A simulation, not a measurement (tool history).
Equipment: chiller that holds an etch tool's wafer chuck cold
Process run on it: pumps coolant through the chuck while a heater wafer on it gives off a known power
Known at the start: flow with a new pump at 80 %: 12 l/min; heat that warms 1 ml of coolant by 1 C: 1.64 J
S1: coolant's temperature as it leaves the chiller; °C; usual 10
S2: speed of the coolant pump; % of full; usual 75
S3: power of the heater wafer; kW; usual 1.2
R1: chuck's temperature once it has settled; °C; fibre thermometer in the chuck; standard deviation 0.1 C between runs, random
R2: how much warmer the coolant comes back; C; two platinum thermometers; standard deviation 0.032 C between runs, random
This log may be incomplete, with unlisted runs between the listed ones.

{"run": 1, "hour": 0.0, "S1": 10, "S2": 75, "S3": 1.2, "R1": 23.4, "R2": 3.88}
{"run": 2, "hour": 45.9, "S1": 10, "S2": 79, "S3": 1.2, "R1": 22.9, "R2": 3.69}
{"run": 3, "hour": 90.4, "S1": 10, "S2": 79, "S3": 1.2, "R1": 23, "R2": 3.73}
{"run": 4, "hour": 116.4, "S1": 10, "S2": 75, "S3": 1.2, "R1": 23.3, "R2": 3.88}
{"run": 5, "hour": 140.3, "S1": 10, "S2": 96, "S3": 1.2, "R1": 21.3, "R2": 2.99}
{"run": 6, "hour": 173.1, "S1": 10, "S2": 96, "S3": 1.2, "R1": 21.5, "R2": 2.94}
{"run": 7, "hour": 199.0, "S1": 10, "S2": 75, "S3": 1.2, "R1": 23.3, "R2": 3.82}
{"run": 8, "hour": 238.4, "S1": 10, "S2": 75, "S3": 1.2, "R1": 23.6, "R2": 3.81}
{"run": 9, "hour": 266.4, "S1": 10, "S2": 75, "S3": 1.2, "R1": 23.4, "R2": 3.78}
{"run": 10, "hour": 290.5, "S1": 19, "S2": 75, "S3": 1.2, "R1": 32.3, "R2": 3.86}
{"run": 11, "hour": 315.8, "S1": 19, "S2": 69, "S3": 1.2, "R1": 33.1, "R2": 4.24}
{"run": 12, "hour": 341.1, "S1": 10, "S2": 75, "S3": 0.701, "R1": 18, "R2": 2.13}
{"run": 13, "hour": 376.4, "S1": 10, "S2": 75, "S3": 0.701, "R1": 17.7, "R2": 2.16}
{"run": 14, "hour": 397.6, "S1": 10, "S2": 75, "S3": 0.701, "R1": 17.7, "R2": 2.13}
{"run": 15, "hour": 429.9, "S1": 10, "S2": 75, "S3": 0.701, "R1": 17.9, "R2": 2.12}
{"run": 16, "hour": 457.8, "S1": 10, "S2": 75, "S3": 0.747, "R1": 18.2, "R2": 2.29}
{"run": 17, "hour": 487.9, "S1": 10, "S2": 75, "S3": 0.747, "R1": 18.2, "R2": 2.22}
{"run": 18, "hour": 517.5, "S1": 10, "S2": 87, "S3": 1.254, "R1": 22.7, "R2": 3.29}
{"run": 19, "hour": 563.0, "S1": 10, "S2": 87, "S3": 1.254, "R1": 22.7, "R2": 3.24}
{"run": 20, "hour": 599.6, "S1": 8, "S2": 87, "S3": 1.625, "R1": 24.6, "R2": 4.3}
{"run": 21, "hour": 631.0, "S1": 17, "S2": 87, "S3": 0.772, "R1": 24.8, "R2": 1.89}
{"run": 22, "hour": 652.9, "S1": 17, "S2": 87, "S3": 0.772, "R1": 24.8, "R2": 1.91}
{"run": 23, "hour": 692.2, "S1": 13, "S2": 99, "S3": 0.772, "R1": 20.1, "R2": 1.58}
{"run": 24, "hour": 736.4, "S1": 13, "S2": 99, "S3": 1.634, "R1": 28.2, "R2": 3.65}
{"run": 25, "hour": 762.2, "S1": 13, "S2": 99, "S3": 1.634, "R1": 28.1, "R2": 3.65}
{"run": 26, "hour": 784.7, "S1": 13, "S2": 74, "S3": 1.53, "R1": 30.2, "R2": 4.82}
{"run": 27, "hour": 813.3, "S1": 17, "S2": 86, "S3": 1.53, "R1": 32.6, "R2": 4}
{"run": 28, "hour": 835.1, "S1": 10, "S2": 60, "S3": 1.53, "R1": 29.6, "R2": 6.06}
{"run": 29, "hour": 866.0, "S1": 10, "S2": 67, "S3": 0.807, "R1": 19.9, "R2": 2.67}
{"run": 30, "hour": 904.8, "S1": 10, "S2": 67, "S3": 0.807, "R1": 19.8, "R2": 2.61}
{"run": 31, "hour": 944.1, "S1": 3, "S2": 97, "S3": 1.591, "R1": 18.1, "R2": 3.53}
{"run": 32, "hour": 985.9, "S1": 3, "S2": 97, "S3": 1.591, "R1": 17.9, "R2": 3.45}

Difference, measured minus no-hidden-state, one row per run. Run-to-run variation is common to both terms; the gauge's own scatter need not be:
What the log doesn't record here: heat passed by the chuck's channels, % of clean ones'; flow at a given pump speed, % of a new pump's; coolant's true temperature over the reading, C; drift of the gauge itself on chuck_c, C; drift of the gauge itself on warmer_back_c, C.
run=1 R2=+0
run=2 R2=-0.02
run=3 R2=-0.03
run=4 R2=-0.04
run=5 R2=-0.05
run=6 R2=-0.06
run=7 R2=-0.08
run=8 R2=-0.09
run=9 R2=-0.1
run=10 R2=-0.11
run=11 R2=-0.12
run=12 R2=-0.13
run=13 R2=-0.15
run=14 R2=-0.15
run=15 R2=-0.16
run=16 R2=-0.17
run=17 R2=-0.19
run=18 R2=-0.19
run=19 R2=-0.21
run=20 R2=-0.22
run=21 R2=-0.24
run=22 R2=-0.25
run=23 R2=-0.26
run=24 R2=-0.28
run=25 R2=-0.29
run=26 R2=-0.3
run=27 R2=-0.31
run=28 R2=-0.31
run=29 R2=-0.33
run=30 R2=-0.34
run=31 R2=-0.36
run=32 R2=-0.37
R1 without the hidden state stays within 0.1 °C of what was measured, in all runs.

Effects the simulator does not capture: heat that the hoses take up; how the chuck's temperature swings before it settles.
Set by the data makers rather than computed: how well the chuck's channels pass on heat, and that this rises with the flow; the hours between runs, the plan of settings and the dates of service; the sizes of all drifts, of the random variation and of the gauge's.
